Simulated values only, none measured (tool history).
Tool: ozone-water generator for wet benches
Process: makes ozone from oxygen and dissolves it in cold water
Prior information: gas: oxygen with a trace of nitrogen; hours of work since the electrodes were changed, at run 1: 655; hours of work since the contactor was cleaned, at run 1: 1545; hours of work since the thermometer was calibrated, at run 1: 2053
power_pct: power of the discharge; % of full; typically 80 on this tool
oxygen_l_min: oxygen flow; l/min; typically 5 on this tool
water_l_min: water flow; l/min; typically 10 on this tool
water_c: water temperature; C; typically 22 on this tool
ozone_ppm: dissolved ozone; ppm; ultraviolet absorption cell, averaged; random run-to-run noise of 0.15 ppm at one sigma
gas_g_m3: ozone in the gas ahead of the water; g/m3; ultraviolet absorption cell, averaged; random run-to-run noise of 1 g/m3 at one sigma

| run | hour | power_pct | oxygen_l_min | water_l_min | water_c | hours of work since the electrodes were changed | hours of work since the contactor was cleaned | hours of work since the thermometer was calibrated | ozone_ppm | gas_g_m3 |
|---|---|---|---|---|---|---|---|---|---|---|
| 1 | 0 | 80 | 5 | 10 | 22 | 655 | 1545 | 2053 | 18 | 179.3 |
| 2 | 66.7 | 80 | 5 | 10 | 22 | 696 | 1586 | 2094 | 18.1 | 179.5 |
| 3 | 131.6 | 80 | 5 | 10 | 22 | 735 | 1625 | 2134 | 18.1 | 179.3 |
| 4 | 263.9 | 46 | 5 | 10 | 22 | 816 | 1706 | 2214 | 13.2 | 132 |
| 5 | 377.6 | 46 | 5 | 10 | 22 | 885 | 1775 | 2284 | 13.1 | 130.8 |
| 6 | 525.2 | 46 | 5 | 10 | 22 | 976 | 1866 | 2374 | 13.1 | 132 |
| 7 | 605.2 | 80 | 5 | 10 | 22 | 1024 | 1914 | 2423 | 17.8 | 175.8 |
|  | 613.5 | water thermometer calibrated |
| 8 | 706.5 | 80 | 5 | 10 | 22 | 1086 | 1976 | 57 | 17.3 | 175.7 |
| 9 | 780.5 | 80 | 5 | 10 | 22 | 1131 | 2021 | 102 | 17.6 | 177.3 |
| 10 | 899.9 | 80 | 5 | 10 | 22 | 1204 | 2094 | 175 | 17.2 | 175.4 |
|  | 1000.4 | water thermometer calibrated, once more |
| 11 | 1020.6 | 80 | 5 | 10 | 22 | 1277 | 2167 | 12 | 17.3 | 174.5 |
| 12 | 1094.2 | 61 | 5 | 14 | 22 | 1322 | 2212 | 57 | 11.3 | 151.5 |
| 13 | 1232.9 | 61 | 5 | 14 | 22 | 1407 | 2297 | 142 | 11.4 | 151.8 |
| 14 | 1377.5 | 93 | 3.54 | 8 | 22 | 1495 | 2385 | 230 | 22.1 | 213.8 |
| 15 | 1476.7 | 43 | 3.54 | 7 | 22 | 1556 | 2446 | 291 | 16.4 | 142.9 |
| 16 | 1554.4 | 80 | 5 | 10 | 28 | 1603 | 2493 | 338 | 15.1 | 174.7 |

Forecast each of these 4 alternatives for the next run:
| A | 1677.3 | 80 | 5.84 | 10 | 16 | 1678 | 2568 | 413 | ? | ? |
| B | 1677.3 | 80 | 6.43 | 8 | 27 | 1678 | 2568 | 413 | ? | ? |
| C | 1677.3 | 80 | 3.56 | 12 | 20 | 1678 | 2568 | 413 | ? | ? |
| D | 1677.3 | 80 | 2.81 | 10 | 28 | 1678 | 2568 | 413 | ? | ? |

| run | ozone_ppm | gas_g_m3 |
|---|---|---|
| A | 18.9 | 163.6 |
| B | 17.4 | 156.9 |
| C | 15 | 196.2 |
| D | 15 | 215.8 |
Stripped of hidden state, with their random variation kept, the same runs would have yielded:
| run | ozone_ppm | gas_g_m3 |
|---|---|---|
| A | 21.4 | 175.5 |
| B | 19.6 | 168.4 |
| C | 17.1 | 210.7 |
| D | 17 | 231.7 |
